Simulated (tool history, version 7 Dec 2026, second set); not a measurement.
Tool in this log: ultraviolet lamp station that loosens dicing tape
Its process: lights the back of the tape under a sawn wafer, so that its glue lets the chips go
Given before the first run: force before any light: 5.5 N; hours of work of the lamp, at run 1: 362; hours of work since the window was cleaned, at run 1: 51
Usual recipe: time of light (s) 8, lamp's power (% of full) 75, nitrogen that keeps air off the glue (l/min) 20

run	hour	time of light (s)	lamp's power (% of full)	nitrogen that keeps air off the glue (l/min)	hours of work of the lamp	hours of work since the window was cleaned	force that peels the tape off (N)	light that reached the tape (mJ/cm2)
1	0.0	8	75	20	362	51	0.312	260
2	12.7	8	75	20	371	60	0.304	261
3	23.4	8	75	20	379	68	0.304	262
4	40.6	8	75	6	392	81	0.775	259
5	54.8	8	75	6	403	92	0.778	258
6	73.1	8	75	6	417	106	0.798	256
7	82.4	8	75	6	424	113	0.796	256
8	100.1	8	75	20	437	126	0.332	254
9	109.9	8	75	20	445	134	0.321	249
10	127.7	8	75	20	458	147	0.328	249
11	148.2	8	75	20	474	162	0.339	248
12	161.9	8	75	20	484	173	0.351	246
13	172.9	8	75	20	492	181	0.352	246
14	192.2	8	75	20	507	196	0.336	245
15	213.1	8	67	20	522	211	0.439	217
16	233.6	8	75	20	538	227	0.362	237
17	243.9	8	75	8	546	235	0.716	240
18	255.1	8	75	8	554	243	0.723	236
19	272.4	8	75	8	567	256	0.712	238
20	281.4	8	75	8	574	263	0.724	236
21	296.3	9	75	16	585	274	0.358	266
22	307.3	5	74	11	594	283	1.268	142
# hour 309.5: window cleaned of glue's vapour
23	319.8	5	99	7	603	8	1.177	185
24	339.4	4	75	13	618	23	1.618	111
# hour 354.5: window cleaned of glue's vapour, once more
25	355.0	8	77	20	629	0	0.326	257
26	373.9	8	66	12	643	15	0.618	219
27	387.5	8	66	12	653	25	0.608	218
28	405.0	8	66	12	667	38	0.655	214
29	415.1	8	66	12	674	46	0.671	214
30	434.0	8	66	12	689	60	0.640	208
31	442.9	8	66	20	695	67	0.447	215
32	456.1	8	86	15	705	77	0.355	276
33	468.6	5	83	17	715	86	0.812	168
34	487.7	9	97	17	729	101	0.231	350
35	498.1	8	75	11	737	108	0.566	235
36	518.5	6	64	10	752	124	1.337	151

For some of the steps in force that peels the tape off (N) from one run to the next: how much would appear even if the tool had no hidden state, given the settings, what came in and random variation, and how much remains for the hidden state plus any gauge scatter that the measured result and the result without hidden state don't share?
Hidden state at play: lamp's light, % of a new lamp's; light that the window lets through, % of a clean one's; drift of the gauge itself on peel_n, %; drift of the gauge itself on dose_mj_cm2, %.
Run 21 -> 22: time of light (s) 9 -> 5, lamp's power (% of full) 75 -> 74, nitrogen that keeps air off the glue (l/min) 16 -> 11. force that peels the tape off (N) +0.910: hidden state +0.235, all else +0.675.
Run 24 -> 25: time of light (s) 4 -> 8, lamp's power (% of full) 75 -> 77, nitrogen that keeps air off the glue (l/min) 13 -> 20, window cleaned of glue's vapour, once more. force that peels the tape off (N) -1.292: hidden state -0.378, all else -0.914.
Run 33 -> 34: time of light (s) 5 -> 9, lamp's power (% of full) 83 -> 97. force that peels the tape off (N) -0.581: hidden state -0.189, all else -0.392.
Run 35 -> 36: time of light (s) 8 -> 6, lamp's power (% of full) 75 -> 64, nitrogen that keeps air off the glue (l/min) 11 -> 10. force that peels the tape off (N) +0.771: hidden state +0.174, all else +0.597.
